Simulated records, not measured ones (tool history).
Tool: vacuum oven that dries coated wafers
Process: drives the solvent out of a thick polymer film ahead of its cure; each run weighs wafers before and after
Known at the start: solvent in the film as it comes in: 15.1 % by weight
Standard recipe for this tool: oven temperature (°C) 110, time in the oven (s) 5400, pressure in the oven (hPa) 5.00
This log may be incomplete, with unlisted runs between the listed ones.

run,day,oven temperature (°C),time in the oven (s),pressure in the oven (hPa),solvent left in the film (%)
1,0.000,110,5400,5.00,2.39
2,0.704,110,5400,5.00,2.41
3,1.592,110,5400,5.00,2.40
4,2.542,110,6600,5.00,1.74
5,3.104,110,3120,5.00,4.65
6,4.450,101,3120,5.00,7.00
7,5.675,101,3120,5.00,7.00
8,7.038,101,3120,5.00,6.98
9,7.892,117,5400,5.00,1.10
10,8.908,117,5400,5.00,1.18
11,9.538,117,5400,5.00,1.16
12,10.729,117,5400,5.00,1.16
13,11.612,110,5400,5.00,2.41
14,12.533,110,5400,5.00,2.37
15,13.683,110,5400,5.00,2.39
16,15.008,110,5400,5.00,2.39
17,16.279,110,5400,5.00,2.36
18,17.412,110,4380,5.00,3.24
19,18.012,110,4380,5.00,3.17
20,18.775,110,9420,5.00,0.89
21,19.883,121,5400,5.00,0.74
22,20.712,110,5400,5.29,2.40
23,21.467,123,3960,5.00,1.08
24,22.296,123,3300,7.11,1.63
25,23.421,102,2760,14.63,7.69
26,24.817,113,7320,5.35,1.02
27,25.700,113,4680,2.62,2.15
28,27.021,110,5160,6.78,2.68
29,28.233,110,5160,6.78,2.68
30,29.375,110,5160,6.78,2.70
31,30.092,110,5160,6.78,2.69
32,31.062,114,3480,7.71,3.31
33,32.138,110,5700,7.41,2.34
34,33.304,110,5700,7.41,2.39
35,34.433,95,5400,3.92,6.18
36,35.312,95,3060,3.11,8.30
37,36.238,115,3060,3.11,3.38

Run 38 has not been measured yet. What should we expect?
38,37.388,115,3060,3.11,?

solvent left in the film (%): 3.40
Take away the tool's hidden state, keep the run-to-run variation as it was, and the same run would have given solvent left in the film (%) 3.41.
